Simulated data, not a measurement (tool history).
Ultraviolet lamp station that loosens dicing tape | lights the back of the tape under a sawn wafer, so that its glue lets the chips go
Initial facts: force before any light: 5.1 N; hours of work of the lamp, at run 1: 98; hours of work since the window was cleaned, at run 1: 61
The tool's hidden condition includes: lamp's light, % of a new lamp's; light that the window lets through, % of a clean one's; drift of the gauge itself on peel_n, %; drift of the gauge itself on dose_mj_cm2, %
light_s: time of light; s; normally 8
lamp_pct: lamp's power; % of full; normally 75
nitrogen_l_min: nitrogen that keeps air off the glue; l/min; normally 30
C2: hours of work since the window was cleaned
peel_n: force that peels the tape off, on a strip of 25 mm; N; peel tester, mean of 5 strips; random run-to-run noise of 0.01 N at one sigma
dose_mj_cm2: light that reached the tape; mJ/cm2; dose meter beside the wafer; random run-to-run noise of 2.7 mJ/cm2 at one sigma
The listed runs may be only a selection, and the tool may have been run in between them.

Run 1, hour 0.0: usual settings; hours of work of the lamp 98; C2 61. Result: peel_n 0.502 N, dose_mj_cm2 353 mJ/cm2.
Run 2, hour 18.9: usual settings but nitrogen_l_min 46 l/min; hours of work of the lamp 110; C2 73. Result: peel_n 0.376 N, dose_mj_cm2 343 mJ/cm2.
Run 3, hour 35.1: usual settings but nitrogen_l_min 46 l/min; hours of work of the lamp 121; C2 83. Result: peel_n 0.384 N, dose_mj_cm2 344 mJ/cm2.
Run 4, hour 53.8: usual settings but nitrogen_l_min 46 l/min; hours of work of the lamp 133; C2 96. Result: peel_n 0.364 N, dose_mj_cm2 346 mJ/cm2.
Run 5, hour 79.8: usual settings but nitrogen_l_min 38 l/min; hours of work of the lamp 150; C2 113. Result: peel_n 0.421 N, dose_mj_cm2 342 mJ/cm2.
Run 6, hour 92.4: usual settings; hours of work of the lamp 158; C2 121. Result: peel_n 0.554 N, dose_mj_cm2 338 mJ/cm2.
Run 7, hour 112.0: usual settings but light_s 7 s; hours of work of the lamp 171; C2 134. Result: peel_n 0.676 N, dose_mj_cm2 294 mJ/cm2.
Run 8, hour 131.9: usual settings; hours of work of the lamp 184; C2 147. Result: peel_n 0.545 N, dose_mj_cm2 332 mJ/cm2.
Run 9, hour 155.5: usual settings; hours of work of the lamp 200; C2 162. Result: peel_n 0.564 N, dose_mj_cm2 330 mJ/cm2.
Run 10, hour 169.4: usual settings; hours of work of the lamp 209; C2 171. Result: peel_n 0.559 N, dose_mj_cm2 327 mJ/cm2.
Run 11, hour 185.4: usual settings; hours of work of the lamp 219; C2 181. Result: peel_n 0.569 N, dose_mj_cm2 322 mJ/cm2.
Run 12, hour 197.1: usual settings; hours of work of the lamp 227; C2 189. Result: peel_n 0.559 N, dose_mj_cm2 320 mJ/cm2.
Run 13, hour 219.5: usual settings; hours of work of the lamp 241; C2 204. Result: peel_n 0.584 N, dose_mj_cm2 324 mJ/cm2.
Run 14, hour 245.0: usual settings but light_s 9 s, lamp_pct 83 % of full; hours of work of the lamp 258; C2 220. Result: peel_n 0.398 N, dose_mj_cm2 398 mJ/cm2.
At hour 247.4: window cleaned of glue's vapour.
Run 15, hour 267.6: usual settings but light_s 13 s, lamp_pct 83 % of full, nitrogen_l_min 22 l/min; hours of work of the lamp 272; C2 13. Result: peel_n 0.257 N, dose_mj_cm2 562 mJ/cm2.
Run 16, hour 290.5: usual settings but light_s 4 s, nitrogen_l_min 35 l/min; hours of work of the lamp 287; C2 28. Result: peel_n 1.541 N, dose_mj_cm2 154 mJ/cm2.
Run 17, hour 303.7: usual settings but light_s 5 s, lamp_pct 93 % of full, nitrogen_l_min 59 l/min; hours of work of the lamp 296; C2 37. Result: peel_n 0.626 N, dose_mj_cm2 239 mJ/cm2.
Run 18, hour 325.7: usual settings but light_s 5 s, lamp_pct 93 % of full, nitrogen_l_min 59 l/min; hours of work of the lamp 310; C2 51. Result: peel_n 0.650 N, dose_mj_cm2 232 mJ/cm2.
Run 19, hour 353.3: usual settings but light_s 9 s, lamp_pct 74 % of full, nitrogen_l_min 25 l/min; hours of work of the lamp 328; C2 69. Result: peel_n 0.622 N, dose_mj_cm2 333 mJ/cm2.
At hour 370.8: window cleaned of glue's vapour, once more.
Run 20, hour 381.0: usual settings but light_s 12 s, lamp_pct 74 % of full, nitrogen_l_min 47 l/min; hours of work of the lamp 346; C2 7. Result: peel_n 0.225 N, dose_mj_cm2 461 mJ/cm2.
Run 21, hour 403.9: usual settings but lamp_pct 77 % of full, nitrogen_l_min 54 l/min; hours of work of the lamp 361; C2 22. Result: peel_n 0.382 N, dose_mj_cm2 314 mJ/cm2.
Run 22, hour 421.7: usual settings but light_s 12 s, nitrogen_l_min 28 l/min; hours of work of the lamp 372; C2 33. Result: peel_n 0.304 N, dose_mj_cm2 457 mJ/cm2.

Expected results for the next run?
Run 23, hour 436.9: usual settings but light_s 12 s, nitrogen_l_min 28 l/min; hours of work of the lamp 382; C2 43. Result: peel_n ?, dose_mj_cm2 ?.

peel_n: 0.326 N
dose_mj_cm2: 454 mJ/cm2
Were there no unlogged condition in the tool, this run, its random variation unchanged, would have produced peel_n 0.229 N, dose_mj_cm2 556 mJ/cm2.
